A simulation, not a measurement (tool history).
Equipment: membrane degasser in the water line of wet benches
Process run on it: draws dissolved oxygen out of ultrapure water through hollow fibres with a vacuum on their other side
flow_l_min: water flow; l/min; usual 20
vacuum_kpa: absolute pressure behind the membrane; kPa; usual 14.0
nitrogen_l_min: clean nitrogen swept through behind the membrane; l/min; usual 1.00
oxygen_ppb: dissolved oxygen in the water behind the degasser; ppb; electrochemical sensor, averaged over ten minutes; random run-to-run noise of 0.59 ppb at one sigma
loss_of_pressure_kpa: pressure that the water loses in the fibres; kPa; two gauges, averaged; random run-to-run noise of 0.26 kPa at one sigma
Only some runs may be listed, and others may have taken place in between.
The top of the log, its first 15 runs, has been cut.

run,hour,flow_l_min,vacuum_kpa,nitrogen_l_min,hours since the membrane was changed,hours since the vacuum gauge was calibrated,hours since the vacuum lines were made tight,oxygen_ppb,loss_of_pressure_kpa
16,1010.6,20,14.0,1.00,2562,2165,6546,470.2,71.07
17,1113.4,20,14.0,1.00,2664,2268,6649,471.5,71.19
18,1171.2,20,22.5,0.67,2722,2325,6707,1094.5,70.48
19,1266.9,15,9.5,1.74,2818,2421,6803,133.6,53.37
20,1356.1,27,12.3,0.86,2907,2510,6892,584.8,95.81
21,1399.0,21,33.9,1.00,2950,2553,6935,1255.6,73.97
22,1499.5,20,14.0,0.59,3050,2654,7035,714.7,70.73
23,1587.4,30,31.4,1.00,3138,2742,7123,1528.0,105.81
24,1681.0,30,8.8,1.00,3232,2835,7217,367.9,105.81
25,1783.7,30,8.8,1.00,3335,2938,7319,368.5,106.84
26,1841.3,19,14.0,2.49,3392,2995,7377,202.5,67.61
27,1940.0,23,14.0,1.00,3491,3094,7476,531.5,81.50
28,2034.7,18,14.0,0.68,3586,3189,7570,592.3,63.81
29,2111.8,18,14.0,0.68,3663,3266,7647,591.5,64.07
30,2168.8,30,12.8,0.68,3720,3323,7704,796.0,106.11
# hour 2259.8: vacuum gauge calibrated
31,2271.1,18,12.8,0.74,3822,11,7806,490.4,63.91
32,2364.6,18,12.8,0.74,3915,105,7900,491.3,64.24
33,2453.9,18,12.8,0.89,4004,194,7989,422.3,64.11

Consider 3 possible next runs. They are alternatives, not a sequence: every one starts from the tool as it was left by run 33. What does each give?
A,2513.7,18,33.6,0.89,4064,254,8049,?,?
B,2513.7,20,14.0,0.64,4064,254,8049,?,?
C,2513.7,27,16.1,0.54,4064,254,8049,?,?

run,oxygen_ppb,loss_of_pressure_kpa
A,1206.7,63.69
B,669.7,71.40
C,1113.7,96.23
Without the tool's unlogged condition, the same runs would have read:
run,oxygen_ppb,loss_of_pressure_kpa
A,1193.8,62.52
B,664.8,70.08
C,1111.1,94.46
